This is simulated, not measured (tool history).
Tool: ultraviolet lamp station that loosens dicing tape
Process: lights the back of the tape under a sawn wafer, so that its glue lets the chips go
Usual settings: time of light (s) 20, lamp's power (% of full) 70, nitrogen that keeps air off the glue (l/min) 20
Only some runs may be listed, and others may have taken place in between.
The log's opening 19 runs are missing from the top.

run,hour,time of light (s),lamp's power (% of full),nitrogen that keeps air off the glue (l/min),force that peels the tape off (N),light that reached the tape (mJ/cm2)
20,1424.7,20,75,20,0.283,278
21,1501.4,21,70,20,0.310,269
22,1581.2,26,70,23,0.246,328
23,1666.1,26,70,23,0.239,320
24,1760.4,26,70,23,0.247,316
25,1807.5,26,70,23,0.251,314
26,1861.6,16,61,35,0.449,168
27,1907.2,17,60,8,1.070,172
28,1977.9,18,86,8,0.586,256
29,2037.5,33,70,20,0.217,377
30,2125.2,33,70,20,0.226,366
31,2202.0,20,63,15,0.542,195
# hour 2239.0: window cleaned of glue's vapour
32,2262.2,13,70,36,0.530,154
33,2310.8,11,71,21,0.886,128
34,2407.2,20,75,20,0.350,238
35,2458.0,20,75,11,0.562,238
36,2498.9,13,93,20,0.518,186
37,2591.5,13,93,20,0.502,184
38,2684.0,20,72,27,0.339,214
39,2741.3,24,72,23,0.306,254
40,2804.9,24,69,10,0.555,235
41,2862.8,24,69,10,0.567,235
# hour 2878.1: lamp changed
42,2909.2,24,69,10,0.355,316

Forecast each of these 4 alternatives for the next run:
A,2985.6,29,83,7,?,?
B,2985.6,20,70,27,?,?
C,2985.6,13,72,33,?,?
D,2985.6,20,68,32,?,?

run,force that peels the tape off (N),light that reached the tape (mJ/cm2)
A,0.292,452
B,0.285,261
C,0.425,176
D,0.265,256
With the hidden condition removed and each run's random variation left untouched, the same runs would have given:
run,force that peels the tape off (N),light that reached the tape (mJ/cm2)
A,0.272,486
B,0.266,281
C,0.381,190
D,0.248,276

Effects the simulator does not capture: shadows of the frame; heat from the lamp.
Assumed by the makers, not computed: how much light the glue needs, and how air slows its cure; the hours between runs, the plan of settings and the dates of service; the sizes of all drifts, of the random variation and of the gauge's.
